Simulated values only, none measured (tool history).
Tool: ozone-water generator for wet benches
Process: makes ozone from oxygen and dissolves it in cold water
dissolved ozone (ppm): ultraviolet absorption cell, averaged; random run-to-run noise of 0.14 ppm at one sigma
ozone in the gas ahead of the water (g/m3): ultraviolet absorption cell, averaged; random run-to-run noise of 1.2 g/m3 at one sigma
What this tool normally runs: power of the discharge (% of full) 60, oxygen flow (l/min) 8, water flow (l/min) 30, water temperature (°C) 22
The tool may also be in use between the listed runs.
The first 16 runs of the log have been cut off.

run,hour,power of the discharge (% of full),oxygen flow (l/min),water flow (l/min),water temperature (°C),hours of work since the electrodes were changed,hours of work since the contactor was cleaned,hours of work since the thermometer was calibrated,dissolved ozone (ppm),ozone in the gas ahead of the water (g/m3)
17,403.5,60,10.64,30,16,932,2951,4476,18.4,191.6
18,435.2,60,10.64,22,16,961,2979,4505,23.4,192.9
19,448.7,75,7.29,23,24,973,2991,4517,23.2,269.5
20,474.6,75,7.29,23,24,996,3015,4540,23.9,271.3
# hour 499.2: gauge calibrated
21,503.7,60,8,48,21,1022,3041,4566,10.9,211.5
22,526.4,60,4.46,26,22,1043,3061,4587,17.4,274.4
23,549.4,60,8,27,29,1063,3082,4607,16.2,213.4
24,564.3,60,8,20,19,1077,3095,4621,24.3,213.4
25,595.3,47,7.44,30,21,1105,3123,4649,14.1,183.6
26,615.3,45,4.7,34,29,1123,3141,4667,10.3,219.6
27,643.7,60,8,27,25,1148,3166,4692,17,215.7
28,663.7,60,5.14,30,25,1166,3184,4710,15.1,258.6
29,682.3,60,5.14,30,25,1183,3201,4727,15.1,261
30,698.8,60,5.14,30,25,1198,3216,4742,15,260.4
31,729.4,62,5.25,38,19,1225,3243,4769,13.1,266.5
32,757,48,5.25,25,26,1250,3268,4794,14.7,220.7

Run 33, settings as shown, results not yet in. Your forecast:
33,784.5,48,5.25,25,26,1275,3293,4818,?,?

Run 33 measured dissolved ozone (ppm) 14.9, ozone in the gas ahead of the water (g/m3) 219.6.
Were there no unlogged condition in the tool, this run, its random variation unchanged, would have produced dissolved ozone (ppm) 14.9, ozone in the gas ahead of the water (g/m3) 216.1.
